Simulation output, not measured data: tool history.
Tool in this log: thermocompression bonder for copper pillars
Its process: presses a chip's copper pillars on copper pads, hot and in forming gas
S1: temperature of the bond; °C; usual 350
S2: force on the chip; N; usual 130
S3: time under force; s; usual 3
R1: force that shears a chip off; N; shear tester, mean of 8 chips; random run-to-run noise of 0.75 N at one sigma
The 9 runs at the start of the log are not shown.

run 10 hour=378.7 | S1=350 S2=112 S3=3 | R1=50.2
run 11 hour=430.7 | S1=350 S2=102 S3=3 | R1=46.1
run 12 hour=456.4 | S1=350 S2=154 S3=3 | R1=60.2
run 13 hour=513.6 | S1=350 S2=81 S3=3 | R1=38.1
-- hour=532.8 forming gas filter changed
run 14 hour=569.6 | S1=350 S2=81 S3=3 | R1=40.4
run 15 hour=625.6 | S1=350 S2=130 S3=3 | R1=55
-- hour=653.8 heater calibrated with a thermocouple chip
run 16 hour=686.7 | S1=350 S2=130 S3=3 | R1=61.8
run 17 hour=715.6 | S1=350 S2=130 S3=3 | R1=59.6
run 18 hour=775.9 | S1=377 S2=130 S3=3 | R1=71
-- hour=792.9 forming gas filter changed
run 19 hour=815.1 | S1=377 S2=130 S3=3 | R1=75.5
run 20 hour=866.8 | S1=377 S2=130 S3=3 | R1=74.5
run 21 hour=926 | S1=377 S2=130 S3=3 | R1=72.1
run 22 hour=978.6 | S1=377 S2=130 S3=3 | R1=72.7
run 23 hour=1038.4 | S1=369 S2=130 S3=3 | R1=67.8
-- hour=1047.5 forming gas filter changed
run 24 hour=1073 | S1=357 S2=129 S3=3 | R1=62.9
run 25 hour=1105 | S1=357 S2=129 S3=3 | R1=63.3
run 26 hour=1136.9 | S1=358 S2=161 S3=3 | R1=70.6
run 27 hour=1171.7 | S1=338 S2=91 S3=4 | R1=45.1
run 28 hour=1209.5 | S1=331 S2=192 S3=4 | R1=64.8
run 29 hour=1260.1 | S1=331 S2=192 S3=4 | R1=63.9
-- hour=1303 forming gas filter changed
run 30 hour=1305.7 | S1=331 S2=192 S3=4 | R1=67.3
run 31 hour=1344.1 | S1=331 S2=192 S3=4 | R1=64.3
run 32 hour=1396.7 | S1=333 S2=106 S3=3 | R1=42

What will run 33 give?
run 33 hour=1438.4 | S1=377 S2=93 S3=4 | R1=?

R1: 65 N
With no hidden state in the tool, this same run would have given R1 71 N.

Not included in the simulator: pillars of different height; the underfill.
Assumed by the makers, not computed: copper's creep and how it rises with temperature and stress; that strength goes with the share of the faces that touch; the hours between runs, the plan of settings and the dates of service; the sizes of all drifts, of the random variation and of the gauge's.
